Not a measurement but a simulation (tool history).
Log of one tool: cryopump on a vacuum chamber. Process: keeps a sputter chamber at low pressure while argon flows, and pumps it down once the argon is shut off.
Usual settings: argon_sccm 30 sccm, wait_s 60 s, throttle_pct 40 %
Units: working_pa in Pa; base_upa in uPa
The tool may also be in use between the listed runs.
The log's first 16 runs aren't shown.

Run 17, day 43.708: usual settings. Result: working_pa 0.0608 Pa, base_upa 0.85 uPa.
Run 18, day 46.625: usual settings. Result: working_pa 0.0608 Pa, base_upa 0.85 uPa.
Run 19, day 49.500: usual settings but argon_sccm 36 sccm, wait_s 61 s. Result: working_pa 0.0738 Pa, base_upa 0.83 uPa.
Run 20, day 51.288: usual settings but argon_sccm 36 sccm, wait_s 61 s. Result: working_pa 0.0748 Pa, base_upa 0.83 uPa.
Run 21, day 53.567: usual settings but argon_sccm 36 sccm, wait_s 61 s. Result: working_pa 0.0748 Pa, base_upa 0.86 uPa.
Run 22, day 56.108: usual settings but argon_sccm 36 sccm, wait_s 61 s. Result: working_pa 0.0761 Pa, base_upa 0.91 uPa.
Run 23, day 60.075: usual settings but argon_sccm 36 sccm, wait_s 61 s. Result: working_pa 0.0756 Pa, base_upa 0.91 uPa.
Run 24, day 61.921: usual settings but argon_sccm 36 sccm, wait_s 61 s. Result: working_pa 0.0768 Pa, base_upa 0.90 uPa.
Run 25, day 65.217: usual settings but argon_sccm 36 sccm, wait_s 61 s. Result: working_pa 0.0775 Pa, base_upa 0.90 uPa.
Run 26, day 67.171: usual settings but argon_sccm 17 sccm, wait_s 72 s, throttle_pct 46 %. Result: working_pa 0.0335 Pa, base_upa 0.87 uPa.
Run 27, day 70.700: usual settings but throttle_pct 33 %. Result: working_pa 0.0781 Pa, base_upa 0.97 uPa.
Run 28, day 72.558: usual settings but argon_sccm 60 sccm, wait_s 50 s, throttle_pct 25 %. Result: working_pa 0.1981 Pa, base_upa 1.03 uPa.
Run 29, day 75.204: usual settings but argon_sccm 29 sccm, wait_s 76 s, throttle_pct 32 %. Result: working_pa 0.0781 Pa, base_upa 0.93 uPa.
Run 30, day 78.650: usual settings but argon_sccm 14 sccm, wait_s 32 s, throttle_pct 42 %. Result: working_pa 0.0308 Pa, base_upa 1.37 uPa.
Run 31, day 82.229: usual settings but argon_sccm 14 sccm, wait_s 32 s, throttle_pct 42 %. Result: working_pa 0.0312 Pa, base_upa 1.37 uPa.

5 ways to go on from here, each from the tool as it stands after run 31. What would each give?
At day 85.942: pump warmed up, emptied and cooled again.
Run A, day 86.475: usual settings but argon_sccm 14 sccm, wait_s 73 s, throttle_pct 30 %. Result: working_pa ?, base_upa ?.
At day 85.942: pump warmed up, emptied and cooled again.
Run B, day 86.475: usual settings but argon_sccm 15 sccm. Result: working_pa ?, base_upa ?.
At day 85.942: pump warmed up, emptied and cooled again.
Run C, day 86.475: usual settings but argon_sccm 13 sccm, wait_s 47 s, throttle_pct 54 %. Result: working_pa ?, base_upa ?.
At day 85.942: pump warmed up, emptied and cooled again.
Run D, day 86.475: usual settings but argon_sccm 22 sccm, wait_s 32 s, throttle_pct 42 %. Result: working_pa ?, base_upa ?.
At day 85.942: pump warmed up, emptied and cooled again.
Run E, day 86.475: usual settings but argon_sccm 42 sccm, wait_s 227 s, throttle_pct 53 %. Result: working_pa ?, base_upa ?.

run  working_pa  base_upa
  A      0.0359      0.74
  B      0.0292      0.87
  C      0.0189      0.93
  D      0.0404      1.14
  E      0.0604      0.50
Without the tool's hidden state the same runs would have given:
run  working_pa  base_upa
  A      0.0354      0.44
  B      0.0287      0.57
  C      0.0184      0.65
  D      0.0396      0.86
  E      0.0589      0.21

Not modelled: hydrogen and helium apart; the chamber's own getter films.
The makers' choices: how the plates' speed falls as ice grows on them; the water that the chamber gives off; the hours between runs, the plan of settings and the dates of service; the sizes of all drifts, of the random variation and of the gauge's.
